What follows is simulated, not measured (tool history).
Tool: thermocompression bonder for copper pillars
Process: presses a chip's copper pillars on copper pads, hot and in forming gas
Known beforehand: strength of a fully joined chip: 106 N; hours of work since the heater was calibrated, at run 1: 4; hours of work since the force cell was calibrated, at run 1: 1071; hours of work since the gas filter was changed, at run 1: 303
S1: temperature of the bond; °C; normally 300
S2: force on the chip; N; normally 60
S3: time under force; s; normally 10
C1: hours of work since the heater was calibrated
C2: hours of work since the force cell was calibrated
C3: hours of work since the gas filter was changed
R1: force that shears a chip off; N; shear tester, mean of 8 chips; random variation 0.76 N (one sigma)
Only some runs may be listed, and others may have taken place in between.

{"run": 1, "day": 0.0, "S1": 300, "S2": 60, "S3": 10, "C1": 4, "C2": 1071, "C3": 303, "R1": 49.5}
{"day": 2.817, "done": "forming gas filter changed"}
{"run": 2, "day": 3.258, "S1": 300, "S2": 60, "S3": 10, "C1": 64, "C2": 1131, "C3": 8, "R1": 52.9}
{"run": 3, "day": 5.775, "S1": 300, "S2": 60, "S3": 10, "C1": 111, "C2": 1178, "C3": 55, "R1": 53.3}
{"run": 4, "day": 7.946, "S1": 300, "S2": 60, "S3": 10, "C1": 151, "C2": 1218, "C3": 95, "R1": 53}
{"run": 5, "day": 9.65, "S1": 300, "S2": 60, "S3": 10, "C1": 183, "C2": 1249, "C3": 127, "R1": 52.2}
{"run": 6, "day": 12.746, "S1": 300, "S2": 60, "S3": 10, "C1": 240, "C2": 1307, "C3": 184, "R1": 50.8}
{"run": 7, "day": 14.442, "S1": 300, "S2": 60, "S3": 10, "C1": 272, "C2": 1338, "C3": 216, "R1": 49.2}
{"day": 17.454, "done": "force cell calibrated"}
{"run": 8, "day": 18.092, "S1": 300, "S2": 60, "S3": 10, "C1": 338, "C2": 12, "C3": 282, "R1": 47}
{"run": 9, "day": 20.075, "S1": 300, "S2": 60, "S3": 10, "C1": 375, "C2": 49, "C3": 319, "R1": 46.3}
{"run": 10, "day": 21.821, "S1": 300, "S2": 60, "S3": 10, "C1": 407, "C2": 81, "C3": 351, "R1": 46.2}
{"day": 22.162, "done": "forming gas filter changed"}
{"run": 11, "day": 24.238, "S1": 300, "S2": 60, "S3": 10, "C1": 452, "C2": 125, "C3": 38, "R1": 50.6}
{"run": 12, "day": 26.433, "S1": 300, "S2": 60, "S3": 10, "C1": 492, "C2": 166, "C3": 79, "R1": 47.7}
{"run": 13, "day": 29.95, "S1": 300, "S2": 61, "S3": 10, "C1": 558, "C2": 231, "C3": 145, "R1": 48.5}
{"day": 31.617, "done": "force cell calibrated, once more"}
{"run": 14, "day": 32.742, "S1": 300, "S2": 61, "S3": 19, "C1": 608, "C2": 21, "C3": 195, "R1": 60}
{"run": 15, "day": 34.95, "S1": 300, "S2": 61, "S3": 19, "C1": 649, "C2": 62, "C3": 236, "R1": 59.5}
{"run": 16, "day": 38.275, "S1": 300, "S2": 61, "S3": 19, "C1": 711, "C2": 124, "C3": 298, "R1": 57.9}
{"run": 17, "day": 40.821, "S1": 300, "S2": 61, "S3": 19, "C1": 758, "C2": 171, "C3": 345, "R1": 57.8}
{"day": 41.362, "done": "forming gas filter changed"}
{"run": 18, "day": 43.092, "S1": 300, "S2": 61, "S3": 19, "C1": 800, "C2": 213, "C3": 32, "R1": 62.4}
{"day": 43.446, "done": "heater calibrated with a thermocouple chip"}
{"run": 19, "day": 45.904, "S1": 300, "S2": 61, "S3": 19, "C1": 46, "C2": 263, "C3": 83, "R1": 65.2}
{"run": 20, "day": 47.521, "S1": 300, "S2": 61, "S3": 19, "C1": 76, "C2": 293, "C3": 113, "R1": 66}
{"run": 21, "day": 50.179, "S1": 300, "S2": 61, "S3": 19, "C1": 125, "C2": 342, "C3": 162, "R1": 64.3}
{"run": 22, "day": 53.404, "S1": 300, "S2": 58, "S3": 10, "C1": 185, "C2": 402, "C3": 222, "R1": 49.4}
{"run": 23, "day": 56.483, "S1": 286, "S2": 71, "S3": 10, "C1": 242, "C2": 459, "C3": 279, "R1": 46.5}
{"run": 24, "day": 58.558, "S1": 294, "S2": 42, "S3": 11, "C1": 280, "C2": 498, "C3": 317, "R1": 38.4}
{"day": 60.658, "done": "forming gas filter changed"}
{"run": 25, "day": 60.658, "S1": 294, "S2": 63, "S3": 5, "C1": 319, "C2": 537, "C3": 0, "R1": 39.7}
{"run": 26, "day": 63.1, "S1": 321, "S2": 60, "S3": 10, "C1": 364, "C2": 582, "C3": 45, "R1": 62.2}
{"run": 27, "day": 64.954, "S1": 321, "S2": 60, "S3": 10, "C1": 399, "C2": 616, "C3": 80, "R1": 60.3}
{"run": 28, "day": 67.596, "S1": 300, "S2": 77, "S3": 11, "C1": 448, "C2": 665, "C3": 129, "R1": 60.5}
{"run": 29, "day": 69.254, "S1": 285, "S2": 42, "S3": 10, "C1": 478, "C2": 696, "C3": 159, "R1": 32.4}
{"run": 30, "day": 71.058, "S1": 282, "S2": 68, "S3": 14, "C1": 512, "C2": 729, "C3": 193, "R1": 49}
{"run": 31, "day": 72.842, "S1": 308, "S2": 60, "S3": 13, "C1": 545, "C2": 762, "C3": 226, "R1": 55.8}
{"run": 32, "day": 75.888, "S1": 270, "S2": 60, "S3": 18, "C1": 601, "C2": 819, "C3": 282, "R1": 39.8}
{"run": 33, "day": 79.179, "S1": 325, "S2": 63, "S3": 12, "C1": 662, "C2": 880, "C3": 344, "R1": 61.9}
{"day": 79.871, "done": "forming gas filter changed"}
{"run": 34, "day": 81.942, "S1": 325, "S2": 63, "S3": 12, "C1": 713, "C2": 931, "C3": 38, "R1": 68.5}
{"run": 35, "day": 83.562, "S1": 325, "S2": 63, "S3": 12, "C1": 743, "C2": 961, "C3": 69, "R1": 65.7}
{"run": 36, "day": 86.108, "S1": 309, "S2": 37, "S3": 7, "C1": 791, "C2": 1008, "C3": 116, "R1": 31.5}
{"day": 86.942, "done": "heater calibrated with a thermocouple chip"}
{"run": 37, "day": 87.692, "S1": 322, "S2": 60, "S3": 5, "C1": 14, "C2": 1036, "C3": 144, "R1": 51.7}
{"run": 38, "day": 89.521, "S1": 322, "S2": 60, "S3": 5, "C1": 48, "C2": 1070, "C3": 177, "R1": 50.8}
{"run": 39, "day": 91.0, "S1": 322, "S2": 60, "S3": 5, "C1": 75, "C2": 1097, "C3": 205, "R1": 49.4}

3 ways to go on from here, each from the tool as it stands after run 39. What would each give?
{"run": "A", "day": 94.546, "S1": 300, "S2": 69, "S3": 10, "C1": 141, "C2": 1163, "C3": 271, "R1": "?"}
{"run": "B", "day": 94.546, "S1": 300, "S2": 60, "S3": 13, "C1": 141, "C2": 1163, "C3": 271, "R1": "?"}
{"run": "C", "day": 94.546, "S1": 329, "S2": 57, "S3": 12, "C1": 141, "C2": 1163, "C3": 271, "R1": "?"}

run=A R1=53.8
run=B R1=55
run=C R1=68.2
Take away the tool's hidden state, keep each run's random variation, and the runs would have read:
run=A R1=60.5
run=B R1=61.8
run=C R1=75.9
